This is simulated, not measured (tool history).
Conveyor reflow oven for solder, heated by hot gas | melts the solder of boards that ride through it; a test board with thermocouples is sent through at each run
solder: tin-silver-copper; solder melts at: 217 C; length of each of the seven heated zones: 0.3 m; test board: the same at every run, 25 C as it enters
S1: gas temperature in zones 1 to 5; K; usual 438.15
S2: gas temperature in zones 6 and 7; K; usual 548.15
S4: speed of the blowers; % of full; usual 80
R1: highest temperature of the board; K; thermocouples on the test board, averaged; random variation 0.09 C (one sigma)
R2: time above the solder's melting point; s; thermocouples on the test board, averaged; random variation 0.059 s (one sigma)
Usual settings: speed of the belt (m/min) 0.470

Run 1, hour 0.0: usual settings. Result: R1 535.18 K, R2 61.52 s.
Run 2, hour 24.8: usual settings. Result: R1 535.19 K, R2 61.40 s.
Run 3, hour 38.5: usual settings. Result: R1 535.14 K, R2 61.53 s.
Run 4, hour 61.4: usual settings but speed of the belt (m/min) 0.411. Result: R1 538.75 K, R2 73.24 s.
Run 5, hour 76.2: usual settings. Result: R1 534.94 K, R2 61.49 s.
Run 6, hour 90.2: usual settings but S1 424.15 K. Result: R1 533.38 K, R2 56.65 s.
Run 7, hour 116.7: usual settings but S1 424.15 K. Result: R1 533.03 K, R2 56.62 s.
Run 8, hour 147.9: usual settings. Result: R1 534.91 K, R2 61.39 s.
Run 9, hour 173.5: usual settings. Result: R1 534.88 K, R2 61.33 s.
Run 10, hour 194.1: usual settings but S2 541.15 K. Result: R1 528.60 K, R2 57.63 s.
Run 11, hour 222.9: usual settings but S2 541.15 K. Result: R1 528.55 K, R2 57.58 s.
Run 12, hour 239.1: usual settings but S2 541.15 K. Result: R1 528.13 K, R2 57.63 s.
Run 13, hour 260.0: usual settings but S1 449.15 K, S2 541.15 K. Result: R1 529.75 K, R2 62.05 s.
Run 14, hour 276.2: usual settings but S1 449.15 K, S2 541.15 K. Result: R1 529.72 K, R2 61.98 s.
Run 15, hour 291.7: usual settings but S1 449.15 K, S2 541.15 K. Result: R1 529.82 K, R2 61.97 s.
Run 16, hour 306.7: usual settings but S1 449.15 K, S2 541.15 K. Result: R1 529.71 K, R2 61.97 s.
Run 17, hour 323.0: usual settings but S1 425.15 K, speed of the belt (m/min) 0.430, S4 71 % of full. Result: R1 534.04 K, R2 62.99 s.
Run 18, hour 351.7: usual settings but S1 425.15 K, speed of the belt (m/min) 0.430, S4 71 % of full. Result: R1 534.31 K, R2 63.00 s.
Run 19, hour 365.7: usual settings but S1 425.15 K, speed of the belt (m/min) 0.521, S4 70 % of full. Result: R1 526.98 K, R2 46.22 s.
Run 20, hour 397.3: usual settings but S1 448.15 K, speed of the belt (m/min) 0.399, S4 70 % of full. Result: R1 538.80 K, R2 78.79 s.
Run 21, hour 428.2: usual settings but S1 427.15 K, S4 61 % of full. Result: R1 529.20 K, R2 53.88 s.
Run 22, hour 450.2: usual settings but S1 432.15 K, S2 536.15 K, speed of the belt (m/min) 0.531, S4 70 % of full. Result: R1 516.91 K, R2 39.77 s.
Run 23, hour 468.7: usual settings but S1 444.15 K, S2 556.15 K, speed of the belt (m/min) 0.403, S4 59 % of full. Result: R1 543.82 K, R2 78.82 s.
Run 24, hour 498.3: usual settings but S1 425.15 K, S2 559.15 K, S4 58 % of full. Result: R1 537.67 K, R2 58.50 s.

The next listed run, before its measurement:
Run 25, hour 512.7: usual settings but speed of the belt (m/min) 0.515, S4 50 % of full. Result: R1 ?, R2 ?.

R1: 524.34 K
R2: 47.63 s
Without the tool's hidden state the same run would have given R1 525.47 K, R2 48.53 s.
